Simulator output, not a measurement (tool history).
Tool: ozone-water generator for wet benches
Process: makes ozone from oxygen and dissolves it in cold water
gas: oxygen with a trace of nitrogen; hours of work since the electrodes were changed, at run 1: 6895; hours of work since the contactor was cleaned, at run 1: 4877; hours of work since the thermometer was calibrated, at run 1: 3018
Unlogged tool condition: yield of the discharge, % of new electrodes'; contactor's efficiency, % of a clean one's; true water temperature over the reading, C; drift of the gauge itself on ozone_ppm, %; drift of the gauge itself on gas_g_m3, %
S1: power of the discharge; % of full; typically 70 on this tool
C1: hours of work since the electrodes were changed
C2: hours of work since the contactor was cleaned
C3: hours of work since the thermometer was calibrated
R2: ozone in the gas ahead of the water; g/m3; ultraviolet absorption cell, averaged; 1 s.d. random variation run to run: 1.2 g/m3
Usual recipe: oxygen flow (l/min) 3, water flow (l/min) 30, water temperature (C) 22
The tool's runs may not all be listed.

{"run": 1, "hour": 0.0, "S1": 70, "oxygen flow (l/min)": 3, "water flow (l/min)": 30, "water temperature (C)": 22, "C1": 6895, "C2": 4877, "C3": 3018, "dissolved ozone (ppm)": 12, "R2": 224.6}
{"run": 2, "hour": 141.7, "S1": 70, "oxygen flow (l/min)": 4.92, "water flow (l/min)": 30, "water temperature (C)": 22, "C1": 7022, "C2": 5004, "C3": 3145, "dissolved ozone (ppm)": 12.1, "R2": 162.9}
{"run": 3, "hour": 235.9, "S1": 70, "oxygen flow (l/min)": 4.92, "water flow (l/min)": 30, "water temperature (C)": 22, "C1": 7107, "C2": 5089, "C3": 3230, "dissolved ozone (ppm)": 12.1, "R2": 162.2}
{"hour": 394.8, "done": "contactor cleaned"}
{"run": 4, "hour": 403.2, "S1": 70, "oxygen flow (l/min)": 4.92, "water flow (l/min)": 30, "water temperature (C)": 22, "C1": 7253, "C2": 8, "C3": 3376, "dissolved ozone (ppm)": 12.4, "R2": 163}
{"run": 5, "hour": 562.4, "S1": 70, "oxygen flow (l/min)": 4.92, "water flow (l/min)": 30, "water temperature (C)": 22, "C1": 7396, "C2": 150, "C3": 3519, "dissolved ozone (ppm)": 12.3, "R2": 164.7}
{"run": 6, "hour": 741.2, "S1": 70, "oxygen flow (l/min)": 3, "water flow (l/min)": 30, "water temperature (C)": 22, "C1": 7557, "C2": 311, "C3": 3680, "dissolved ozone (ppm)": 11.8, "R2": 228.4}
{"run": 7, "hour": 840.0, "S1": 70, "oxygen flow (l/min)": 3, "water flow (l/min)": 30, "water temperature (C)": 22, "C1": 7645, "C2": 400, "C3": 3768, "dissolved ozone (ppm)": 12.1, "R2": 227.2}
{"run": 8, "hour": 938.7, "S1": 70, "oxygen flow (l/min)": 3, "water flow (l/min)": 30, "water temperature (C)": 22, "C1": 7734, "C2": 488, "C3": 3857, "dissolved ozone (ppm)": 12, "R2": 228.4}
{"run": 9, "hour": 1079.9, "S1": 70, "oxygen flow (l/min)": 3.16, "water flow (l/min)": 30, "water temperature (C)": 22, "C1": 7861, "C2": 615, "C3": 3984, "dissolved ozone (ppm)": 11.9, "R2": 216.7}
{"hour": 1137.3, "done": "water thermometer calibrated"}
{"run": 10, "hour": 1267.0, "S1": 70, "oxygen flow (l/min)": 3.16, "water flow (l/min)": 30, "water temperature (C)": 22, "C1": 8028, "C2": 782, "C3": 116, "dissolved ozone (ppm)": 12, "R2": 216.4}
{"run": 11, "hour": 1367.2, "S1": 70, "oxygen flow (l/min)": 3.16, "water flow (l/min)": 30, "water temperature (C)": 22, "C1": 8118, "C2": 872, "C3": 206, "dissolved ozone (ppm)": 12.1, "R2": 217.6}
{"run": 12, "hour": 1452.6, "S1": 70, "oxygen flow (l/min)": 3, "water flow (l/min)": 30, "water temperature (C)": 22, "C1": 8195, "C2": 949, "C3": 283, "dissolved ozone (ppm)": 12, "R2": 225.8}
{"hour": 1577.8, "done": "electrodes of the discharge changed"}
{"run": 13, "hour": 1658.9, "S1": 70, "oxygen flow (l/min)": 3, "water flow (l/min)": 30, "water temperature (C)": 22, "C1": 73, "C2": 1129, "C3": 463, "dissolved ozone (ppm)": 12, "R2": 227.6}
{"run": 14, "hour": 1758.4, "S1": 70, "oxygen flow (l/min)": 3, "water flow (l/min)": 30, "water temperature (C)": 22, "C1": 162, "C2": 1218, "C3": 552, "dissolved ozone (ppm)": 11.9, "R2": 226.6}
{"run": 15, "hour": 1904.6, "S1": 70, "oxygen flow (l/min)": 2, "water flow (l/min)": 30, "water temperature (C)": 22, "C1": 293, "C2": 1349, "C3": 683, "dissolved ozone (ppm)": 11.6, "R2": 294.9}
{"run": 16, "hour": 2020.4, "S1": 70, "oxygen flow (l/min)": 2, "water flow (l/min)": 30, "water temperature (C)": 22, "C1": 397, "C2": 1453, "C3": 787, "dissolved ozone (ppm)": 11.6, "R2": 295.1}
{"run": 17, "hour": 2134.7, "S1": 70, "oxygen flow (l/min)": 2, "water flow (l/min)": 30, "water temperature (C)": 22, "C1": 500, "C2": 1556, "C3": 890, "dissolved ozone (ppm)": 11.3, "R2": 296.5}
{"run": 18, "hour": 2334.0, "S1": 70, "oxygen flow (l/min)": 1.91, "water flow (l/min)": 35, "water temperature (C)": 22, "C1": 679, "C2": 1735, "C3": 1069, "dissolved ozone (ppm)": 9.5, "R2": 305.3}
{"run": 19, "hour": 2454.8, "S1": 46, "oxygen flow (l/min)": 3.37, "water flow (l/min)": 30, "water temperature (C)": 22, "C1": 787, "C2": 1843, "C3": 1177, "dissolved ozone (ppm)": 8.4, "R2": 145.2}
{"run": 20, "hour": 2567.1, "S1": 46, "oxygen flow (l/min)": 1.63, "water flow (l/min)": 20, "water temperature (C)": 20, "C1": 888, "C2": 1944, "C3": 1278, "dissolved ozone (ppm)": 11.5, "R2": 228.5}
{"run": 21, "hour": 2648.9, "S1": 55, "oxygen flow (l/min)": 3, "water flow (l/min)": 30, "water temperature (C)": 28, "C1": 961, "C2": 2017, "C3": 1351, "dissolved ozone (ppm)": 9.1, "R2": 185.5}
{"run": 22, "hour": 2796.7, "S1": 44, "oxygen flow (l/min)": 4.56, "water flow (l/min)": 30, "water temperature (C)": 28, "C1": 1094, "C2": 2150, "C3": 1484, "dissolved ozone (ppm)": 7.6, "R2": 114.5}
{"run": 23, "hour": 2941.3, "S1": 57, "oxygen flow (l/min)": 3, "water flow (l/min)": 46, "water temperature (C)": 21, "C1": 1224, "C2": 2280, "C3": 1614, "dissolved ozone (ppm)": 6.4, "R2": 190.9}
{"hour": 3014.1, "done": "gauge calibrated"}
{"run": 24, "hour": 3119.2, "S1": 57, "oxygen flow (l/min)": 3, "water flow (l/min)": 46, "water temperature (C)": 21, "C1": 1383, "C2": 2439, "C3": 1773, "dissolved ozone (ppm)": 6.4, "R2": 185.2}
{"run": 25, "hour": 3206.4, "S1": 50, "oxygen flow (l/min)": 3.09, "water flow (l/min)": 22, "water temperature (C)": 21, "C1": 1462, "C2": 2518, "C3": 1852, "dissolved ozone (ppm)": 11.7, "R2": 161.3}
{"run": 26, "hour": 3408.3, "S1": 50, "oxygen flow (l/min)": 1.94, "water flow (l/min)": 22, "water temperature (C)": 17, "C1": 1643, "C2": 2699, "C3": 2033, "dissolved ozone (ppm)": 11.7, "R2": 217.6}
{"run": 27, "hour": 3520.0, "S1": 70, "oxygen flow (l/min)": 2, "water flow (l/min)": 31, "water temperature (C)": 22, "C1": 1743, "C2": 2799, "C3": 2133, "dissolved ozone (ppm)": 11, "R2": 292.8}
{"run": 28, "hour": 3683.1, "S1": 70, "oxygen flow (l/min)": 2, "water flow (l/min)": 31, "water temperature (C)": 22, "C1": 1889, "C2": 2945, "C3": 2279, "dissolved ozone (ppm)": 11, "R2": 290.4}
{"run": 29, "hour": 3831.5, "S1": 66, "oxygen flow (l/min)": 3, "water flow (l/min)": 30, "water temperature (C)": 14, "C1": 2023, "C2": 3079, "C3": 2413, "dissolved ozone (ppm)": 12.1, "R2": 212.9}
{"run": 30, "hour": 3953.0, "S1": 66, "oxygen flow (l/min)": 3, "water flow (l/min)": 30, "water temperature (C)": 14, "C1": 2132, "C2": 3188, "C3": 2522, "dissolved ozone (ppm)": 12, "R2": 215.8}
{"run": 31, "hour": 4045.4, "S1": 66, "oxygen flow (l/min)": 3, "water flow (l/min)": 30, "water temperature (C)": 14, "C1": 2215, "C2": 3271, "C3": 2605, "dissolved ozone (ppm)": 12, "R2": 215.8}
{"run": 32, "hour": 4153.0, "S1": 49, "oxygen flow (l/min)": 3, "water flow (l/min)": 21, "water temperature (C)": 16, "C1": 2311, "C2": 3367, "C3": 2701, "dissolved ozone (ppm)": 12.7, "R2": 162.8}
{"run": 33, "hour": 4290.0, "S1": 99, "oxygen flow (l/min)": 3.79, "water flow (l/min)": 23, "water temperature (C)": 15, "C1": 2434, "C2": 3490, "C3": 2824, "dissolved ozone (ppm)": 22.9, "R2": 267.4}

3 options for the next run, each taken on its own from the tool as it stands now. Forecast them:
{"run": "A", "hour": 4464.0, "S1": 70, "oxygen flow (l/min)": 3, "water flow (l/min)": 38, "water temperature (C)": 21, "C1": 2590, "C2": 3646, "C3": 2980, "dissolved ozone (ppm)": "?", "R2": "?"}
{"run": "B", "hour": 4464.0, "S1": 99, "oxygen flow (l/min)": 3.79, "water flow (l/min)": 46, "water temperature (C)": 15, "C1": 2590, "C2": 3646, "C3": 2980, "dissolved ozone (ppm)": "?", "R2": "?"}
{"run": "C", "hour": 4464.0, "S1": 99, "oxygen flow (l/min)": 4.19, "water flow (l/min)": 29, "water temperature (C)": 30, "C1": 2590, "C2": 3646, "C3": 2980, "dissolved ozone (ppm)": "?", "R2": "?"}

run=A dissolved_ozone_(ppm)=9.5 R2=227.6
run=B dissolved_ozone_(ppm)=11.5 R2=269.8
run=C dissolved_ozone_(ppm)=15.7 R2=251.2
With the hidden condition removed and each run's random variation left untouched, the same runs would have given:
run=A dissolved_ozone_(ppm)=9.5 R2=224.8
run=B dissolved_ozone_(ppm)=11.5 R2=266.5
run=C dissolved_ozone_(ppm)=15.7 R2=248.2
